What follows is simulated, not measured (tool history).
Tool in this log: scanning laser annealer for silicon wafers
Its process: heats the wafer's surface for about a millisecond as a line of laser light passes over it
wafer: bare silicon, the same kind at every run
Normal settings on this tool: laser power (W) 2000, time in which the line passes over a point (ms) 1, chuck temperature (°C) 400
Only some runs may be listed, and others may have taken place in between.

run    day  laser power (W)  time in which the line passes over a point (ms)  chuck temperature (°C)  highest temperature of the surface (°C)
  1      0             2000                                                1                     400                                     1152
  2  0.408             2000                                                1                     400                                     1149
  3  0.742             2000                                                1                     400                                     1149
  4  1.025             2000                                                1                     400                                     1149
  5  1.425             2098                                                1                     400                                     1192
  6  1.783             2086                                                1                     400                                     1189
  7  2.183             2086                                                1                     404                                     1192
  8   2.55             2000                                                1                     400                                     1151
     2.796  -- optics aligned, line set to its width
  9   2.95             2000                                                1                     400                                     1138
 10  3.238             2000                                                1                     400                                     1141
 11  3.617             2056                                             0.88                     396                                     1118
 12  3.788             2056                                             0.88                     392                                     1111
 13   4.05             1963                                             0.81                     392                                     1050
     4.388  -- optics aligned, line set to its width, once more
 14  4.546             1963                                             0.81                     392                                     1074
 15  4.808             1740                                             1.06                     370                                     1034
 16  5.033             2000                                             0.74                     400                                     1070
 17  5.246             1921                                             1.12                     371                                     1140
 18  5.658             2000                                                1                     384                                     1150
 19  5.883             2000                                                1                     438                                     1208

3 options for the next run, each taken on its own from the tool as it stands now. Forecast them:
  A  6.208             1957                                             0.84                     392                                        ?
  B  6.208             2000                                             0.91                     400                                        ?
  C  6.208             2000                                             0.87                     416                                        ?

run  highest temperature of the surface (°C)
  A                                     1080
  B                                     1135
  C                                     1140
With no hidden state in the tool, these same runs would have given:
run  highest temperature of the surface (°C)
  A                                     1120
  B                                     1179
  C                                     1182
